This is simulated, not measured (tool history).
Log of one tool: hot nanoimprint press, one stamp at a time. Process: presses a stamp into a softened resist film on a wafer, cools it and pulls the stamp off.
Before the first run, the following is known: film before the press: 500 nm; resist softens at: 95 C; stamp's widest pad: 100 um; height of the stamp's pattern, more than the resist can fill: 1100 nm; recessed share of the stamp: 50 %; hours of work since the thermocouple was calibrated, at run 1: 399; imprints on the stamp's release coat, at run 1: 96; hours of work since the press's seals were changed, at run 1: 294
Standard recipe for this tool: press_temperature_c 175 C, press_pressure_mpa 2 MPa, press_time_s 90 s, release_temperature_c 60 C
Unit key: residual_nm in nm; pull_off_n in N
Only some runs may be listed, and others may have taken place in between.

run,hour,press_temperature_c,press_pressure_mpa,press_time_s,release_temperature_c,hours of work since the thermocouple was calibrated,imprints on the stamp's release coat,hours of work since the press's seals were changed,residual_nm,pull_off_n
1,0,175,2,90,60,399,96,294,236.1,101
2,37.3,175,2,90,60,429,288,324,237.1,103
3,71.9,175,2,90,60,456,466,351,234.9,107
4,110.2,175,2,90,60,486,664,381,236,111
5,157.8,175,2,90,60,524,909,419,234.9,118
# hour 166.3: stamp cleaned and given a new release coat
6,192.2,175,2,90,60,546,133,441,235.2,101
# hour 203.3: plate thermocouple calibrated
7,217.4,175,2,90,57,11,248,459,245.3,112
8,247.5,175,2,121,60,35,403,482,221.5,106
9,286.1,175,2,121,60,65,602,513,221.1,112
10,308,175,2,121,60,82,715,530,220.2,117
# hour 353.3: stamp cleaned and given a new release coat
11,353.3,174,2,90,60,113,0,561,250.5,98
12,380.4,174,2,90,60,135,140,582,249.6,104
13,404.9,174,1.31,90,60,154,266,601,298,106
14,432,174,1.31,90,60,175,406,623,297.9,109
15,478.2,167,1.31,90,54,212,644,659,342.3,120
16,517.6,175,2,90,52,243,847,690,242.8,128
# hour 540.1: stamp cleaned and given a new release coat
17,560.1,175,2,90,52,272,103,719,242.4,111
18,601.2,185,3.03,90,52,304,315,751,155.5,116
19,638.5,175,2,90,60,333,507,781,242.5,106
20,682.6,185,1.75,90,50,368,734,815,202.4,123
# hour 725.3: stamp cleaned and given a new release coat
21,731.9,174,3.02,168,68,402,34,850,160.5,94
# hour 770: press's hydraulic seals changed and the load cell set to zero
22,784,174,3.02,168,68,437,261,11,155.3,97
23,831,180,1.95,62,60,474,503,48,240.7,108

Run 24 is up next; what results do you expect?
24,864.4,175,2.35,90,58,500,675,74,?,?

For run 24 the tool returned residual_nm 218.1 nm, pull_off_n 112 N.
Minus the tool's unlogged condition, the same run would have read residual_nm 226.8 nm, pull_off_n 102 N.
